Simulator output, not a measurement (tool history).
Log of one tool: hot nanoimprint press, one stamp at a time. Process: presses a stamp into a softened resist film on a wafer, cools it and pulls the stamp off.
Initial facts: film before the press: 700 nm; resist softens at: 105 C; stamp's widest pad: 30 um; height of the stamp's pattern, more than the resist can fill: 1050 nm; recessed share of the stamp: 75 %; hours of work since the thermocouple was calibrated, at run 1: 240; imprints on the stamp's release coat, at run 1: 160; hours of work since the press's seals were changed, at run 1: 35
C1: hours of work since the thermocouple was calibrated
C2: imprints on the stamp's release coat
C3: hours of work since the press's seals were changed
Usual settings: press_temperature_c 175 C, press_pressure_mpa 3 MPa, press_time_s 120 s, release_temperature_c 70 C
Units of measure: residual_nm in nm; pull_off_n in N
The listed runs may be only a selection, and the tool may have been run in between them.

Run 1, hour 0: usual settings; C1 240; C2 160; C3 35. Result: residual_nm 321.7 nm, pull_off_n 195 N.
Run 2, hour 4: usual settings but release_temperature_c 57 C; C1 242; C2 167; C3 36. Result: residual_nm 322 nm, pull_off_n 239 N.
Run 3, hour 9.8: usual settings but press_temperature_c 177 C; C1 245; C2 177; C3 39. Result: residual_nm 298.4 nm, pull_off_n 192 N.
Run 4, hour 17.1: usual settings; C1 248; C2 191; C3 42. Result: residual_nm 320.4 nm, pull_off_n 194 N.
Run 5, hour 22.6: usual settings; C1 251; C2 200; C3 45. Result: residual_nm 321.3 nm, pull_off_n 190 N.
Run 6, hour 31.2: usual settings; C1 255; C2 216; C3 49. Result: residual_nm 318.9 nm, pull_off_n 194 N.
Run 7, hour 37.4: usual settings; C1 257; C2 227; C3 52. Result: residual_nm 320.6 nm, pull_off_n 185 N.
Run 8, hour 44.1: usual settings but press_temperature_c 186 C; C1 260; C2 239; C3 55. Result: residual_nm 216.5 nm, pull_off_n 187 N.
Run 9, hour 48.9: usual settings; C1 263; C2 248; C3 57. Result: residual_nm 318 nm, pull_off_n 187 N.
Run 10, hour 57.7: usual settings; C1 267; C2 264; C3 61. Result: residual_nm 318.3 nm, pull_off_n 191 N.
Run 11, hour 63.9: usual settings; C1 269; C2 275; C3 64. Result: residual_nm 317.8 nm, pull_off_n 188 N.
Run 12, hour 70.2: usual settings but release_temperature_c 67 C; C1 272; C2 286; C3 66. Result: residual_nm 317.4 nm, pull_off_n 201 N.
Run 13, hour 78.3: usual settings but press_pressure_mpa 4.55 MPa; C1 276; C2 301; C3 70. Result: residual_nm 256.6 nm, pull_off_n 190 N.
Run 14, hour 86.2: usual settings but press_pressure_mpa 4.55 MPa; C1 280; C2 315; C3 74. Result: residual_nm 254.9 nm, pull_off_n 182 N.
Run 15, hour 91.9: usual settings but press_temperature_c 169 C, press_pressure_mpa 4.55 MPa, release_temperature_c 57 C; C1 282; C2 325; C3 76. Result: residual_nm 318 nm, pull_off_n 240 N.
Run 16, hour 99.5: usual settings but press_temperature_c 179 C, press_pressure_mpa 2.61 MPa, press_time_s 136 s, release_temperature_c 67 C; C1 286; C2 339; C3 80. Result: residual_nm 283.4 nm, pull_off_n 201 N.
Run 17, hour 106.1: usual settings but press_pressure_mpa 1.99 MPa, press_time_s 180 s; C1 289; C2 351; C3 83. Result: residual_nm 339.7 nm, pull_off_n 193 N.
Run 18, hour 111.8: usual settings but press_pressure_mpa 1.99 MPa, press_time_s 180 s; C1 291; C2 361; C3 85. Result: residual_nm 340.5 nm, pull_off_n 189 N.
Run 19, hour 116.7: usual settings but press_pressure_mpa 4.17 MPa, press_time_s 205 s; C1 293; C2 370; C3 88. Result: residual_nm 218.6 nm, pull_off_n 195 N.
Run 20, hour 125: usual settings but press_pressure_mpa 3.57 MPa, press_time_s 193 s; C1 297; C2 385; C3 91. Result: residual_nm 242.7 nm, pull_off_n 181 N.
Run 21, hour 130.4: usual settings but press_pressure_mpa 3.57 MPa, press_time_s 193 s; C1 300; C2 394; C3 94. Result: residual_nm 241.8 nm, pull_off_n 189 N.
Run 22, hour 135.4: usual settings but press_temperature_c 177 C, press_pressure_mpa 4.78 MPa, press_time_s 62 s, release_temperature_c 68 C; C1 302; C2 403; C3 96. Result: residual_nm 288.7 nm, pull_off_n 187 N.
Run 23, hour 144.6: usual settings but press_temperature_c 177 C, press_pressure_mpa 4.78 MPa, press_time_s 62 s, release_temperature_c 68 C; C1 306; C2 420; C3 100. Result: residual_nm 289.6 nm, pull_off_n 196 N.
Run 24, hour 152.5: usual settings but press_temperature_c 168 C, release_temperature_c 60 C; C1 310; C2 434; C3 104. Result: residual_nm 402.6 nm, pull_off_n 221 N.
Run 25, hour 160.1: usual settings but press_temperature_c 168 C, press_time_s 201 s, release_temperature_c 60 C; C1 313; C2 448; C3 107. Result: residual_nm 345.1 nm, pull_off_n 219 N.
Run 26, hour 168: usual settings but press_temperature_c 171 C, press_pressure_mpa 2.34 MPa, press_time_s 133 s, release_temperature_c 69 C; C1 317; C2 462; C3 111. Result: residual_nm 394.4 nm, pull_off_n 197 N.
Run 27, hour 172.1: usual settings but press_temperature_c 171 C, press_pressure_mpa 2.34 MPa, press_time_s 133 s, release_temperature_c 69 C; C1 319; C2 469; C3 113. Result: residual_nm 392.5 nm, pull_off_n 186 N.

Branching from run 27: 4 alternative next runs. What would each branch give?
Run A, hour 176.9: usual settings but press_temperature_c 176 C, press_pressure_mpa 2.32 MPa, release_temperature_c 60 C; C1 321; C2 478; C3 115. Result: residual_nm ?, pull_off_n ?.
Run B, hour 176.9: usual settings but press_temperature_c 172 C, press_pressure_mpa 2.34 MPa, press_time_s 133 s, release_temperature_c 58 C; C1 321; C2 478; C3 115. Result: residual_nm ?, pull_off_n ?.
Run C, hour 176.9: usual settings but press_temperature_c 171 C, press_pressure_mpa 2.34 MPa, press_time_s 133 s; C1 321; C2 478; C3 115. Result: residual_nm ?, pull_off_n ?.
Run D, hour 176.9: usual settings but press_pressure_mpa 2.84 MPa, release_temperature_c 67 C; C1 321; C2 478; C3 115. Result: residual_nm ?, pull_off_n ?.

run  residual_nm  pull_off_n
  A        344.2         234
  B        380.2         230
  C          390         186
  D        322.6         208
Without the tool's unlogged condition, the same runs would have read:
run  residual_nm  pull_off_n
  A        353.1         233
  B          390         228
  C        400.1         185
  D          331         207

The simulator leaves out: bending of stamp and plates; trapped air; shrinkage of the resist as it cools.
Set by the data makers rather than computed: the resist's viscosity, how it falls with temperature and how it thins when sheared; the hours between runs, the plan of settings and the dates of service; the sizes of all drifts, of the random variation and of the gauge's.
